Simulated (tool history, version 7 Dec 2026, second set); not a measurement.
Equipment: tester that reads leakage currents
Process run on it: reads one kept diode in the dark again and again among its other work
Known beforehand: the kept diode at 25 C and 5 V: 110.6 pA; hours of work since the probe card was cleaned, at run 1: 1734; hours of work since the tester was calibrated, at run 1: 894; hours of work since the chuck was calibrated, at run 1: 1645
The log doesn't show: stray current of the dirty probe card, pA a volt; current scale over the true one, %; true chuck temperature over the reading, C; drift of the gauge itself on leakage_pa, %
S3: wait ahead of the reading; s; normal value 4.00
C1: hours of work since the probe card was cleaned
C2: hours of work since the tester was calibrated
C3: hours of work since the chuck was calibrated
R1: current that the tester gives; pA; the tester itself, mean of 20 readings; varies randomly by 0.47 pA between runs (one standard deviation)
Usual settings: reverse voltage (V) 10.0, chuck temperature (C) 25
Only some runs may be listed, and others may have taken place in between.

Run 1, hour 0.0: usual settings; C1 1734; C2 894; C3 1645. Result: R1 157.26 pA.
Run 2, hour 29.1: usual settings; C1 1754; C2 914; C3 1665. Result: R1 157.16 pA.
Run 3, hour 64.8: usual settings; C1 1778; C2 938; C3 1689. Result: R1 157.97 pA.
Run 4, hour 108.1: usual settings; C1 1807; C2 967; C3 1718. Result: R1 157.12 pA.
Run 5, hour 153.4: usual settings; C1 1838; C2 998; C3 1749. Result: R1 157.86 pA.
Run 6, hour 200.6: usual settings but reverse voltage (V) 9.9; C1 1870; C2 1030; C3 1781. Result: R1 156.71 pA.
Run 7, hour 226.4: usual settings; C1 1887; C2 1047; C3 1798. Result: R1 157.36 pA.
Run 8, hour 278.2: usual settings; C1 1922; C2 1082; C3 1833. Result: R1 157.74 pA.
Run 9, hour 322.4: usual settings; C1 1952; C2 1112; C3 1863. Result: R1 157.01 pA.
Run 10, hour 355.7: usual settings but S3 1.15 s; C1 1975; C2 1135; C3 1886. Result: R1 158.68 pA.
At hour 369.7: probe card cleaned and baked.
Run 11, hour 402.7: usual settings; C1 22; C2 1165; C3 1915. Result: R1 157.32 pA.
Run 12, hour 425.7: usual settings but chuck temperature (C) 50; C1 38; C2 1180; C3 1931. Result: R1 923.02 pA.
Run 13, hour 463.4: usual settings but reverse voltage (V) 2.8; C1 63; C2 1206; C3 1956. Result: R1 82.77 pA.
Run 14, hour 492.5: usual settings but reverse voltage (V) 2.8; C1 83; C2 1225; C3 1976. Result: R1 83.02 pA.
Run 15, hour 541.5: usual settings but reverse voltage (V) 2.8; C1 116; C2 1258; C3 2009. Result: R1 82.50 pA.
At hour 551.4: chuck's temperature calibrated.
Run 16, hour 575.8: usual settings; C1 138; C2 1280; C3 17. Result: R1 156.24 pA.
Run 17, hour 615.1: usual settings but reverse voltage (V) 7.1, chuck temperature (C) 34, S3 0.41 s; C1 165; C2 1307; C3 43. Result: R1 262.47 pA.
Run 18, hour 653.4: usual settings but reverse voltage (V) 5.9, chuck temperature (C) 24, S3 0.84 s; C1 190; C2 1333; C3 69. Result: R1 113.08 pA.
Run 19, hour 694.7: usual settings but reverse voltage (V) 5.9, chuck temperature (C) 24, S3 0.84 s; C1 218; C2 1360; C3 97. Result: R1 112.32 pA.
Run 20, hour 739.6: usual settings but reverse voltage (V) 5.9, chuck temperature (C) 24, S3 0.84 s; C1 249; C2 1391; C3 127. Result: R1 112.49 pA.
Run 21, hour 761.5: usual settings but reverse voltage (V) 9.8, chuck temperature (C) 27, S3 0.84 s; C1 263; C2 1406; C3 142. Result: R1 182.02 pA.
Run 22, hour 790.9: usual settings but reverse voltage (V) 9.8, chuck temperature (C) 27, S3 0.84 s; C1 283; C2 1425; C3 162. Result: R1 182.45 pA.
Run 23, hour 836.1: usual settings but reverse voltage (V) 12.5, chuck temperature (C) 24, S3 0.65 s; C1 314; C2 1456; C3 192. Result: R1 164.79 pA.
Run 24, hour 873.3: usual settings but reverse voltage (V) 12.5, chuck temperature (C) 24, S3 0.65 s; C1 339; C2 1481; C3 218. Result: R1 165.85 pA.
Run 25, hour 920.8: usual settings but reverse voltage (V) 12.5, chuck temperature (C) 24, S3 0.65 s; C1 371; C2 1513; C3 250. Result: R1 165.73 pA.
Run 26, hour 967.0: usual settings but chuck temperature (C) 54; C1 402; C2 1544; C3 281. Result: R1 1196.80 pA.
Run 27, hour 1007.6: usual settings but reverse voltage (V) 1.1, chuck temperature (C) 54; C1 430; C2 1572; C3 308. Result: R1 398.61 pA.
Run 28, hour 1043.1: usual settings but reverse voltage (V) 1.1, chuck temperature (C) 54, S3 2.05 s; C1 454; C2 1596; C3 332. Result: R1 398.01 pA.
Run 29, hour 1065.8: usual settings but reverse voltage (V) 7.1, chuck temperature (C) 20, S3 3.74 s; C1 469; C2 1611; C3 348. Result: R1 89.34 pA.
Run 30, hour 1113.9: usual settings but reverse voltage (V) 4.4, chuck temperature (C) 48, S3 9.70 s; C1 502; C2 1644; C3 380. Result: R1 540.60 pA.
Run 31, hour 1156.3: usual settings but reverse voltage (V) 4.4, chuck temperature (C) 48, S3 9.70 s; C1 530; C2 1672; C3 409. Result: R1 538.81 pA.
Run 32, hour 1189.4: usual settings but reverse voltage (V) 17.5, chuck temperature (C) 27, S3 1.12 s; C1 553; C2 1695; C3 431. Result: R1 243.99 pA.

Predict each of these 4 candidate next runs independently; none follows another, all start after run 32:
Run A, hour 1229.8: usual settings but reverse voltage (V) 5.5, chuck temperature (C) 32, S3 1.12 s; C1 580; C2 1722; C3 458. Result: R1 ?.
Run B, hour 1229.8: usual settings but reverse voltage (V) 3.7; C1 580; C2 1722; C3 458. Result: R1 ?.
Run C, hour 1229.8: usual settings but reverse voltage (V) 1.5, chuck temperature (C) 36, S3 3.14 s; C1 580; C2 1722; C3 458. Result: R1 ?.
Run D, hour 1229.8: usual settings but reverse voltage (V) 3.7, chuck temperature (C) 42, S3 1.36 s; C1 580; C2 1722; C3 458. Result: R1 ?.

run      R1
  A  198.15
  B   95.86
  C  137.09
  D  330.58
The same runs, with their run-to-run variation unchanged, on a tool lacking any hidden condition would have given:
run      R1
  A  198.07
  B   95.81
  C  137.05
  D  330.47
